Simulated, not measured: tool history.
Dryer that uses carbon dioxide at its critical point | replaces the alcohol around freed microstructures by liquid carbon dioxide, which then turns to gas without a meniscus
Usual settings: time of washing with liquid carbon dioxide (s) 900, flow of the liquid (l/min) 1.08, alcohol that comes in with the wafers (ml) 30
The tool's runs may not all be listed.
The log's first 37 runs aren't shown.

run,hour,time of washing with liquid carbon dioxide (s),flow of the liquid (l/min),alcohol that comes in with the wafers (ml),alcohol left in the vessel before it's heated (ppm by volume)
38,718.1,1320,1.28,30,123
# hour 731.7: purifier's bed changed
39,745.5,1320,1.28,30,5
40,765.3,1440,1.24,26,18
41,783.2,1440,1.24,26,13
42,800.3,1020,1.68,26,15
43,821.4,900,1.07,30,69
44,841.7,960,0.73,30,294
45,861.9,540,0.73,30,1640
# hour 879.9: inlet filter changed
46,888.9,780,0.94,30,122

Forecast each of these 3 alternatives for the next run:
A,907.9,900,1.06,34,?
B,907.9,780,1.06,30,?
C,907.9,600,1.11,105,?

run,alcohol left in the vessel before it's heated (ppm by volume)
A,50
B,85
C,670
Without the tool's hidden state the same runs would have given:
run,alcohol left in the vessel before it's heated (ppm by volume)
A,32
B,64
C,604

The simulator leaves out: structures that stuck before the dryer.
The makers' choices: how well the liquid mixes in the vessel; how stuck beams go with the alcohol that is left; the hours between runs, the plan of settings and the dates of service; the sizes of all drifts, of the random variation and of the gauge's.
